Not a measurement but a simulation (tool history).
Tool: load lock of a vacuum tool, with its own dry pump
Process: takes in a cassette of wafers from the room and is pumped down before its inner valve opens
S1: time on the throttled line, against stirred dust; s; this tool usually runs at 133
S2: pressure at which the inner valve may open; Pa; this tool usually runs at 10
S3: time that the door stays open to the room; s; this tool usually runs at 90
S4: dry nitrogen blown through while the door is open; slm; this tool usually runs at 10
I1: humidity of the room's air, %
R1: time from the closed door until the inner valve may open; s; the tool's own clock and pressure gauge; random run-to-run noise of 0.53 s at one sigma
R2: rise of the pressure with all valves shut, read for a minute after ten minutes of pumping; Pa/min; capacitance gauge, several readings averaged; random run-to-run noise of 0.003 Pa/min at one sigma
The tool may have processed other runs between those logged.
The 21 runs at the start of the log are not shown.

Run 22, hour 2475.7: usual settings but S2 13 Pa, S4 23 slm; I1 46.7. Result: R1 192.6 s, R2 0.038 Pa/min.
Run 23, hour 2565.4: usual settings but S2 9 Pa, S4 11 slm; I1 43.4. Result: R1 196.1 s, R2 0.043 Pa/min.
Run 24, hour 2713.2: usual settings but S2 9 Pa, S4 11 slm; I1 49.3. Result: R1 195.7 s, R2 0.041 Pa/min.
Run 25, hour 2806.2: usual settings but S1 181 s, S4 8 slm; I1 48.2. Result: R1 237.4 s, R2 0.048 Pa/min.
Run 26, hour 2902.8: usual settings but S1 259 s, S2 19 Pa, S4 30 slm; I1 44.0. Result: R1 299.8 s, R2 0.035 Pa/min.
Run 27, hour 3031.1: usual settings but S1 259 s, S2 19 Pa, S4 30 slm; I1 46.4. Result: R1 300.5 s, R2 0.037 Pa/min.
Run 28, hour 3185.4: usual settings but S1 117 s, S2 12 Pa, S3 209 s, S4 8 slm; I1 44.7. Result: R1 178.8 s, R2 0.063 Pa/min.
Run 29, hour 3328.2: usual settings but S1 117 s, S2 17 Pa, S3 75 s, S4 38 slm; I1 45.8. Result: R1 176.3 s, R2 0.039 Pa/min.
Run 30, hour 3398.3: usual settings but S1 117 s, S2 17 Pa, S3 75 s, S4 38 slm; I1 44.4. Result: R1 175.5 s, R2 0.038 Pa/min.
Run 31, hour 3537.4: usual settings but S1 253 s, S2 17 Pa, S3 75 s, S4 23 slm; I1 46.0. Result: R1 295.7 s, R2 0.042 Pa/min.
Run 32, hour 3685.8: usual settings but S1 134 s, S3 53 s; I1 43.9. Result: R1 195.7 s, R2 0.041 Pa/min.
Run 33, hour 3769.1: usual settings but S1 150 s, S4 8 slm; I1 46.3. Result: R1 210.8 s, R2 0.047 Pa/min.
Run 34, hour 3864.4: usual settings but S1 70 s, S2 18 Pa; I1 46.2. Result: R1 133.1 s, R2 0.046 Pa/min.
Run 35, hour 3932.4: usual settings but S1 112 s, S2 16 Pa, S4 16 slm; I1 50.0. Result: R1 171.4 s, R2 0.049 Pa/min.
Run 36, hour 4063.4: usual settings but S3 57 s, S4 9 slm; I1 44.6. Result: R1 194.5 s, R2 0.043 Pa/min.

Predict each of these 4 candidate next runs independently; none follows another, all start after run 36:
Run A, hour 4141.6: usual settings but S1 160 s, S2 17 Pa, S3 83 s, S4 9 slm; I1 48.4. Result: R1 ?, R2 ?.
Run B, hour 4141.6: usual settings but S1 91 s, S2 13 Pa; I1 45.2. Result: R1 ?, R2 ?.
Run C, hour 4141.6: usual settings but S1 88 s, S3 180 s; I1 45.7. Result: R1 ?, R2 ?.
Run D, hour 4141.6: usual settings but S1 136 s, S2 18 Pa, S4 6 slm; I1 44.4. Result: R1 ?, R2 ?.

run     R1     R2
  A  213.7  0.056
  B  155.3  0.054
  C  154.7  0.062
  D  192.4  0.057
Without the tool's hidden state the same runs would have given:
run     R1     R2
  A  211.8  0.035
  B  153.0  0.034
  C  152.3  0.042
  D  190.4  0.037
